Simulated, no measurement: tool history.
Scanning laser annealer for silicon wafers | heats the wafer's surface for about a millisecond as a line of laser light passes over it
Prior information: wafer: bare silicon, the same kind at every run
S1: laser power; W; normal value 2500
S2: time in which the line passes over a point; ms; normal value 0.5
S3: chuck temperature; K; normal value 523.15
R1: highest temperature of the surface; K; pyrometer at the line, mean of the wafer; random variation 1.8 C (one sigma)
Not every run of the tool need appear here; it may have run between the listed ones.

run,day,S1,S2,S3,R1
1,0,2500,0.5,523.15,1307.15
2,1.342,2500,0.5,523.15,1306.15
3,2.192,2500,0.5,523.15,1309.15
4,3.842,2500,0.5,523.15,1304.15
5,4.721,2500,0.5,523.15,1300.15
6,6.154,2500,0.5,523.15,1300.15
7,7.488,2500,0.5,523.15,1301.15
8,9.425,2154,0.5,523.15,1169.15
9,10.954,2154,0.5,523.15,1169.15
10,11.862,2500,0.5,499.15,1274.15
11,13.321,2288,0.5,523.15,1218.15
12,14.746,2288,0.5,523.15,1214.15
13,16.4,2288,0.5,523.15,1214.15
14,17.554,2288,0.5,523.15,1217.15
15,18.938,2288,0.59,523.15,1280.15
16,20.458,2288,0.59,523.15,1280.15
17,22.371,2288,0.59,523.15,1278.15
18,23.571,2288,0.59,523.15,1281.15
# day 23.767: window over the wafer cleaned
19,25.029,2663,0.5,523.15,1326.15
20,26.817,2663,0.5,523.15,1329.15
21,27.692,2663,0.5,523.15,1326.15
22,29.325,2686,0.356,501.15,1166.15
23,30.962,2426,0.561,533.15,1294.15
# day 31.583: window over the wafer cleaned, once more
24,32.829,2720,0.507,494.15,1377.15
25,34.246,2227,0.526,483.15,1191.15
26,35.892,2500,0.38,528.15,1200.15
27,37.329,2616,0.455,498.15,1284.15
28,38.329,2296,0.5,523.15,1230.15
29,39.233,2296,0.5,523.15,1231.15

Here are 5 independent what-if runs from the current tool condition. What would each one return?
A,40.925,2649,0.447,523.15,?
B,40.925,2296,0.5,559.15,?
C,40.925,2500,0.5,536.15,?
D,40.925,2500,0.446,558.15,?
E,40.925,2296,0.5,506.15,?

run,R1
A,1307.15
B,1267.15
C,1318.15
D,1291.15
E,1210.15
Take away the tool's hidden state, keep each run's random variation, and the runs would have read:
run,R1
A,1320.15
B,1278.15
C,1331.15
D,1303.15
E,1222.15

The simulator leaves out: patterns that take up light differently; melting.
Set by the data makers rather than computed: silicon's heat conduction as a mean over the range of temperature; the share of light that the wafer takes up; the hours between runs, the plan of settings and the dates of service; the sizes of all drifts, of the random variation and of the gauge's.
